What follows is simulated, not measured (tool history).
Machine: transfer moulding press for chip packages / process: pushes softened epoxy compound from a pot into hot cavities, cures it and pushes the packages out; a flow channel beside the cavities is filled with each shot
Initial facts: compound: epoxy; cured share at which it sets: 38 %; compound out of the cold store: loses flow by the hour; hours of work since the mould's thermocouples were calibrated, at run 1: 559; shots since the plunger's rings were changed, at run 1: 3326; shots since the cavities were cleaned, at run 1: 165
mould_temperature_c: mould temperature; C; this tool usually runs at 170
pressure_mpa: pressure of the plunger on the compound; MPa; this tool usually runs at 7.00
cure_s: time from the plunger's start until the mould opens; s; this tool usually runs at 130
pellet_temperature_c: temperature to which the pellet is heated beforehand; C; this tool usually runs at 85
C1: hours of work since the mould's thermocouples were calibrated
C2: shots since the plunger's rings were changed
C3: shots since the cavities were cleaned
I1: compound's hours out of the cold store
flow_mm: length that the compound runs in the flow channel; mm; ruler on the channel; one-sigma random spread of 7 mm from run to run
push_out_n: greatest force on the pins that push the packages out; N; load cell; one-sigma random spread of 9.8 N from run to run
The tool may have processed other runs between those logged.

Run 1, day 0.000: usual settings; C1 559; C2 3326; C3 165; I1 15.5. Result: flow_mm 896 mm, push_out_n 612 N.
Run 2, day 1.121: usual settings but cure_s 137 s; C1 571; C2 3498; C3 337; I1 43.6. Result: flow_mm 833 mm, push_out_n 631 N.
At day 2.433: cavities cleaned with cleaning compound and waxed.
Run 3, day 2.433: usual settings but cure_s 137 s; C1 585; C2 3689; C3 0; I1 23.7. Result: flow_mm 869 mm, push_out_n 458 N.
Run 4, day 3.442: usual settings but pressure_mpa 8.78 MPa; C1 596; C2 3843; C3 154; I1 28.6. Result: flow_mm 951 mm, push_out_n 608 N.
Run 5, day 4.379: usual settings but cure_s 113 s; C1 607; C2 3987; C3 298; I1 38.7. Result: flow_mm 845 mm, push_out_n 840 N.
At day 6.046: cavities cleaned with cleaning compound and waxed.
Run 6, day 6.638: usual settings; C1 631; C2 4322; C3 90; I1 8.1. Result: flow_mm 904 mm, push_out_n 577 N.
Run 7, day 7.829: usual settings; C1 644; C2 4505; C3 273; I1 11.1. Result: flow_mm 877 mm, push_out_n 674 N.
At day 9.571: cavities cleaned with cleaning compound and waxed.
Run 8, day 9.571: usual settings; C1 663; C2 4761; C3 0; I1 29.7. Result: flow_mm 843 mm, push_out_n 483 N.
Run 9, day 10.504: usual settings; C1 673; C2 4904; C3 143; I1 35.1. Result: flow_mm 838 mm, push_out_n 595 N.
Run 10, day 11.496: usual settings; C1 684; C2 5056; C3 295; I1 8.5. Result: flow_mm 889 mm, push_out_n 684 N.
Run 11, day 12.779: usual settings; C1 698; C2 5253; C3 492; I1 46.0. Result: flow_mm 815 mm, push_out_n 760 N.
At day 13.108: cavities cleaned with cleaning compound and waxed.
Run 12, day 14.142: usual settings but pressure_mpa 5.94 MPa; C1 713; C2 5452; C3 158; I1 11.7. Result: flow_mm 803 mm, push_out_n 646 N.
At day 14.562: plunger's sealing rings changed.
Run 13, day 15.904: usual settings but mould_temperature_c 167 C, pressure_mpa 5.94 MPa; C1 731; C2 205; C3 411; I1 46.8. Result: flow_mm 808 mm, push_out_n 827 N.
At day 16.775: cavities cleaned with cleaning compound and waxed.
Run 14, day 18.133: usual settings but pressure_mpa 8.14 MPa; C1 755; C2 537; C3 208; I1 34.1. Result: flow_mm 951 mm, push_out_n 641 N.
Run 15, day 20.075: usual settings but pressure_mpa 8.14 MPa; C1 776; C2 834; C3 505; I1 43.1. Result: flow_mm 938 mm, push_out_n 747 N.
At day 20.308: cavities cleaned with cleaning compound and waxed.
Run 16, day 21.079: usual settings but mould_temperature_c 168 C, pressure_mpa 5.50 MPa, cure_s 123 s, pellet_temperature_c 92 C; C1 787; C2 978; C3 118; I1 16.0. Result: flow_mm 834 mm, push_out_n 761 N.
Run 17, day 22.696: usual settings but cure_s 143 s; C1 805; C2 1225; C3 365; I1 10.3. Result: flow_mm 935 mm, push_out_n 652 N.
At day 23.917: cavities cleaned with cleaning compound and waxed.
Run 18, day 23.954: usual settings but mould_temperature_c 173 C, pressure_mpa 5.35 MPa, cure_s 143 s, pellet_temperature_c 79 C; C1 818; C2 1409; C3 6; I1 23.2. Result: flow_mm 780 mm, push_out_n 416 N.
Run 19, day 25.662: usual settings but mould_temperature_c 167 C, pressure_mpa 6.10 MPa, cure_s 145 s, pellet_temperature_c 91 C; C1 837; C2 1670; C3 267; I1 44.3. Result: flow_mm 820 mm, push_out_n 696 N.
Run 20, day 27.033: usual settings but mould_temperature_c 167 C, pressure_mpa 6.10 MPa, cure_s 145 s, pellet_temperature_c 91 C; C1 852; C2 1879; C3 476; I1 35.3. Result: flow_mm 827 mm, push_out_n 779 N.
At day 27.446: cavities cleaned with cleaning compound and waxed.
Run 21, day 28.767: usual settings but mould_temperature_c 167 C, pressure_mpa 8.78 MPa, cure_s 147 s, pellet_temperature_c 80 C; C1 870; C2 2135; C3 202; I1 28.4. Result: flow_mm 1011 mm, push_out_n 659 N.
At day 28.958: mould's thermocouples calibrated.
Run 22, day 29.896: usual settings but mould_temperature_c 165 C, pressure_mpa 8.78 MPa, cure_s 117 s, pellet_temperature_c 80 C; C1 10; C2 2295; C3 362; I1 40.2. Result: flow_mm 982 mm, push_out_n 1112 N.
Run 23, day 30.900: usual settings but mould_temperature_c 165 C, pressure_mpa 6.01 MPa, cure_s 154 s; C1 21; C2 2449; C3 516; I1 34.6. Result: flow_mm 818 mm, push_out_n 752 N.
At day 31.083: cavities cleaned with cleaning compound and waxed.
Run 24, day 32.825: usual settings but mould_temperature_c 162 C, pressure_mpa 7.12 MPa, cure_s 154 s, pellet_temperature_c 81 C; C1 42; C2 2734; C3 267; I1 40.8. Result: flow_mm 897 mm, push_out_n 741 N.

Branching from run 24: 5 alternative next runs. What would each branch give?
At day 34.658: cavities cleaned with cleaning compound and waxed.
Run A, day 34.658: usual settings but mould_temperature_c 168 C; C1 62; C2 3005; C3 0; I1 22.4. Result: flow_mm ?, push_out_n ?.
At day 34.658: cavities cleaned with cleaning compound and waxed.
Run B, day 34.658: usual settings but mould_temperature_c 162 C, pressure_mpa 7.01 MPa, cure_s 154 s, pellet_temperature_c 82 C; C1 62; C2 3005; C3 0; I1 15.0. Result: flow_mm ?, push_out_n ?.
At day 34.658: cavities cleaned with cleaning compound and waxed.
Run C, day 34.658: usual settings but mould_temperature_c 162 C, pressure_mpa 7.12 MPa, cure_s 154 s, pellet_temperature_c 78 C; C1 62; C2 3005; C3 0; I1 35.3. Result: flow_mm ?, push_out_n ?.
At day 34.658: cavities cleaned with cleaning compound and waxed.
Run D, day 34.658: usual settings but cure_s 134 s; C1 62; C2 3005; C3 0; I1 12.1. Result: flow_mm ?, push_out_n ?.
At day 34.658: cavities cleaned with cleaning compound and waxed.
Run E, day 34.658: usual settings but mould_temperature_c 162 C, pressure_mpa 6.29 MPa, cure_s 154 s, pellet_temperature_c 81 C; C1 62; C2 3005; C3 0; I1 22.8. Result: flow_mm ?, push_out_n ?.

run  flow_mm  push_out_n
  A      890         524
  B      954         614
  C      914         611
  D      898         454
  E      880         622
Had the tool no hidden state, the same runs would have come out as:
run  flow_mm  push_out_n
  A      933         495
  B     1000         578
  C      957         576
  D      942         433
  E      923         585

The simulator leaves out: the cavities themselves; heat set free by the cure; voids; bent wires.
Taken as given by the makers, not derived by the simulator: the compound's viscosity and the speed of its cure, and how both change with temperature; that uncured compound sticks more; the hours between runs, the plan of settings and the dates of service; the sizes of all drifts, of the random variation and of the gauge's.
